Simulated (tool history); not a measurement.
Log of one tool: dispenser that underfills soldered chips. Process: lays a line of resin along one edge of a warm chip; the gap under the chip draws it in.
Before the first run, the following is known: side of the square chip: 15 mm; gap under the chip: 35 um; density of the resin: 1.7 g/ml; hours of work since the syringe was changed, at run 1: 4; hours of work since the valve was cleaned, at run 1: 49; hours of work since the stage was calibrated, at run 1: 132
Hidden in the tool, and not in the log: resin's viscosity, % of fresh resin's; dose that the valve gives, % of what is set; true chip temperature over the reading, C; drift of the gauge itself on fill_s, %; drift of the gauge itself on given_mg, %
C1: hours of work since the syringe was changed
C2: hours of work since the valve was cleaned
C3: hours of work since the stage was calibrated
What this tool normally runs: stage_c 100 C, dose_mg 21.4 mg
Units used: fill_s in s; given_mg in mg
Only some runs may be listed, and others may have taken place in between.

run 1 hour=0 | stage_c=100 dose_mg=21.4 | C1=4 C2=49 C3=132 | fill_s=85.6 given_mg=20.85
-- hour=4.3 new syringe of resin
run 2 hour=6.5 | stage_c=100 dose_mg=21.4 | C1=1 C2=53 C3=136 | fill_s=74.6 given_mg=20.73
-- hour=15.3 new syringe of resin
run 3 hour=16.6 | stage_c=100 dose_mg=21.4 | C1=1 C2=60 C3=143 | fill_s=72.5 given_mg=20.63
-- hour=25.5 new syringe of resin
run 4 hour=28.5 | stage_c=100 dose_mg=21.4 | C1=2 C2=67 C3=150 | fill_s=74.7 given_mg=20.35
-- hour=36.6 new syringe of resin
run 5 hour=41.7 | stage_c=100 dose_mg=21.4 | C1=3 C2=75 C3=159 | fill_s=81 given_mg=20.41
-- hour=46.9 new syringe of resin
-- hour=53 dispensing valve cleaned and set on the balance
run 6 hour=53.9 | stage_c=100 dose_mg=21.4 | C1=4 C2=1 C3=166 | fill_s=85.2 given_mg=21.29
-- hour=58 new syringe of resin
run 7 hour=65.6 | stage_c=100 dose_mg=18.6 | C1=5 C2=8 C3=173 | fill_s=92.3 given_mg=18.67
-- hour=68.5 new syringe of resin
run 8 hour=76.1 | stage_c=100 dose_mg=18.6 | C1=5 C2=15 C3=180 | fill_s=91 given_mg=18.6
-- hour=78.7 new syringe of resin
-- hour=88.8 new syringe of resin
run 9 hour=89.2 | stage_c=100 dose_mg=21.3 | C1=0 C2=23 C3=188 | fill_s=68.9 given_mg=21.04
-- hour=99.7 new syringe of resin
run 10 hour=101.7 | stage_c=100 dose_mg=21.3 | C1=1 C2=30 C3=195 | fill_s=70.9 given_mg=20.94
-- hour=110.4 new syringe of resin
run 11 hour=113.2 | stage_c=100 dose_mg=21.3 | C1=2 C2=38 C3=203 | fill_s=72.9 given_mg=21.04
-- hour=120.9 new syringe of resin
run 12 hour=124.1 | stage_c=93 dose_mg=21.4 | C1=2 C2=44 C3=209 | fill_s=102.1 given_mg=20.91
-- hour=131.8 new syringe of resin
run 13 hour=132.2 | stage_c=100 dose_mg=21.4 | C1=0 C2=50 C3=215 | fill_s=69.9 given_mg=20.95
run 14 hour=139.7 | stage_c=100 dose_mg=21.4 | C1=5 C2=54 C3=219 | fill_s=93.7 given_mg=20.88
-- hour=141.8 new syringe of resin
run 15 hour=149.4 | stage_c=100 dose_mg=21.4 | C1=5 C2=60 C3=225 | fill_s=88.6 given_mg=20.73
-- hour=152.7 new syringe of resin
-- hour=162.9 new syringe of resin
run 16 hour=163 | stage_c=100 dose_mg=21.4 | C1=0 C2=69 C3=234 | fill_s=66.5 given_mg=20.7
-- hour=173.2 new syringe of resin
run 17 hour=173.2 | stage_c=100 dose_mg=21.4 | C1=0 C2=75 C3=240 | fill_s=67.3 given_mg=20.42
-- hour=183.5 dispensing valve cleaned and set on the balance
-- hour=184.3 new syringe of resin
run 18 hour=184.3 | stage_c=100 dose_mg=21.4 | C1=0 C2=0 C3=247 | fill_s=67.9 given_mg=21.47
-- hour=194.8 new syringe of resin
run 19 hour=195.7 | stage_c=114 dose_mg=23.5 | C1=1 C2=7 C3=254 | fill_s=35.9 given_mg=23.65
run 20 hour=202.6 | stage_c=114 dose_mg=23.5 | C1=5 C2=12 C3=258 | fill_s=46.6 given_mg=23.31
-- hour=205.5 new syringe of resin
run 21 hour=214.3 | stage_c=86 dose_mg=24.8 | C1=6 C2=19 C3=265 | fill_s=174.8 given_mg=24.74
-- hour=216.4 new syringe of resin
run 22 hour=224.5 | stage_c=98 dose_mg=20.5 | C1=5 C2=26 C3=272 | fill_s=97.6 given_mg=20.52

Expected results for the next run?
-- hour=226.4 new syringe of resin
run 23 hour=232.5 | stage_c=110 dose_mg=24.3 | C1=4 C2=31 C3=277 | fill_s=? given_mg=?

fill_s: 53.4 s
given_mg: 24.09 mg
If the tool had no hidden condition, the same run with the same run-to-run variation would have returned fill_s 44.4 s, given_mg 24.4 mg.

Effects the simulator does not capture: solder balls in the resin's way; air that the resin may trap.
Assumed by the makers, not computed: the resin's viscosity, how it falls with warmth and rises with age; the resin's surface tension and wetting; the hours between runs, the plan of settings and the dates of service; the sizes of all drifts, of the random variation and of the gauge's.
